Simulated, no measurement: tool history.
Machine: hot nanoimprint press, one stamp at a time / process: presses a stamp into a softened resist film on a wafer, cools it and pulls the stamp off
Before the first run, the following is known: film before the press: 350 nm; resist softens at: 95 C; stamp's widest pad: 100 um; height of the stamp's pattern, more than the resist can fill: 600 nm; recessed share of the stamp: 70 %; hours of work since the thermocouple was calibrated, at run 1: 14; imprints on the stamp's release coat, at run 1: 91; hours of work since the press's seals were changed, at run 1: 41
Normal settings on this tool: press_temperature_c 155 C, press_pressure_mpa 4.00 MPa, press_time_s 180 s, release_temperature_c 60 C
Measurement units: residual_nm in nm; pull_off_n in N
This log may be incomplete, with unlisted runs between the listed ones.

| run | day | press_temperature_c | press_pressure_mpa | press_time_s | release_temperature_c | hours of work since the thermocouple was calibrated | imprints on the stamp's release coat | hours of work since the press's seals were changed | residual_nm | pull_off_n |
|---|---|---|---|---|---|---|---|---|---|---|
| 1 | 0.000 | 155 | 4.00 | 180 | 60 | 14 | 91 | 41 | 194.8 | 165 |
| 2 | 0.229 | 155 | 4.00 | 180 | 60 | 17 | 112 | 45 | 195.3 | 164 |
| 3 | 0.512 | 155 | 4.00 | 180 | 63 | 21 | 139 | 49 | 194.5 | 154 |
| 4 | 0.875 | 155 | 4.00 | 180 | 60 | 26 | 173 | 54 | 194.5 | 162 |
| 5 | 1.404 | 155 | 4.00 | 180 | 60 | 34 | 223 | 61 | 194.1 | 162 |
| 6 | 1.817 | 155 | 4.00 | 180 | 60 | 39 | 261 | 67 | 193.6 | 162 |
| 7 | 2.092 | 155 | 4.00 | 154 | 60 | 43 | 287 | 71 | 203.3 | 161 |
| 8 | 2.600 | 155 | 4.78 | 180 | 60 | 51 | 334 | 78 | 177.0 | 162 |
| 9 | 3.096 | 155 | 4.78 | 180 | 60 | 58 | 381 | 85 | 176.6 | 164 |
| 10 | 3.454 | 155 | 4.78 | 180 | 60 | 63 | 415 | 90 | 176.2 | 164 |
| 11 | 3.929 | 155 | 4.78 | 180 | 60 | 69 | 459 | 97 | 176.6 | 165 |
| 12 | 4.208 | 149 | 4.78 | 180 | 60 | 73 | 485 | 101 | 239.8 | 162 |
| 13 | 4.583 | 149 | 4.78 | 180 | 60 | 79 | 520 | 106 | 239.2 | 162 |
|  | 4.933 | stamp cleaned and given a new release coat |
| 14 | 5.279 | 149 | 4.78 | 180 | 60 | 85 | 32 | 113 | 238.8 | 164 |
| 15 | 5.492 | 155 | 4.00 | 180 | 60 | 88 | 52 | 116 | 191.4 | 162 |
| 16 | 5.758 | 155 | 4.00 | 147 | 60 | 92 | 77 | 120 | 203.5 | 164 |
| 17 | 6.083 | 167 | 5.88 | 307 | 61 | 96 | 107 | 124 | 64.9 | 158 |
| 18 | 6.346 | 155 | 4.00 | 180 | 56 | 100 | 132 | 128 | 191.1 | 172 |
| 19 | 6.792 | 146 | 3.37 | 151 | 60 | 106 | 174 | 134 | 298.5 | 160 |
| 20 | 7.317 | 155 | 4.00 | 91 | 60 | 114 | 223 | 142 | 230.7 | 165 |
| 21 | 7.612 | 155 | 4.00 | 91 | 60 | 118 | 251 | 146 | 229.3 | 164 |
| 22 | 7.967 | 155 | 4.00 | 91 | 57 | 123 | 284 | 151 | 230.1 | 170 |
| 23 | 8.408 | 152 | 4.00 | 107 | 49 | 129 | 325 | 157 | 249.5 | 192 |
| 24 | 8.938 | 152 | 4.00 | 107 | 49 | 137 | 375 | 165 | 249.4 | 193 |
|  | 9.283 | gauge calibrated |
| 25 | 9.388 | 157 | 4.00 | 190 | 65 | 143 | 417 | 171 | 172.8 | 148 |
| 26 | 9.654 | 157 | 4.00 | 190 | 65 | 147 | 442 | 175 | 172.1 | 148 |
| 27 | 9.975 | 145 | 5.26 | 190 | 65 | 152 | 472 | 179 | 275.0 | 148 |
| 28 | 10.458 | 145 | 5.26 | 190 | 65 | 158 | 517 | 186 | 274.6 | 150 |
|  | 10.846 | stamp cleaned and given a new release coat |
| 29 | 11.179 | 154 | 3.82 | 190 | 65 | 165 | 32 | 193 | 204.8 | 149 |

Selected run-to-run steps in residual_nm, each split into two signed amounts: the part the tool would show with no hidden state at all (from settings, incoming material and random variation), and the remainder, which goes to the hidden state together with any gauge scatter not common to the measured and the hidden-state-free results:
The tool's hidden condition here consists of: true temperature over the reading, C; pressure that arrives at the usual setting, %; grip of the stamp's worn release coat, % over a new coat's; drift of the gauge itself on residual_nm, %; drift of the gauge itself on pull_off_n, %.
Run 16 -> 17: press_temperature_c 155 -> 167, press_pressure_mpa 4.00 -> 5.88, press_time_s 147 -> 307, release_temperature_c 60 -> 61. residual_nm -138.6 nm: hidden state +2.4, all else -141.0.
Run 17 -> 18: press_temperature_c 167 -> 155, press_pressure_mpa 5.88 -> 4.00, press_time_s 307 -> 180, release_temperature_c 61 -> 56. residual_nm +126.2 nm: hidden state -2.5, all else +128.7.
Run 24 -> 25: press_temperature_c 152 -> 157, press_time_s 107 -> 190, release_temperature_c 49 -> 65, gauge calibrated. residual_nm -76.6 nm: hidden state +6.7, all else -83.3.
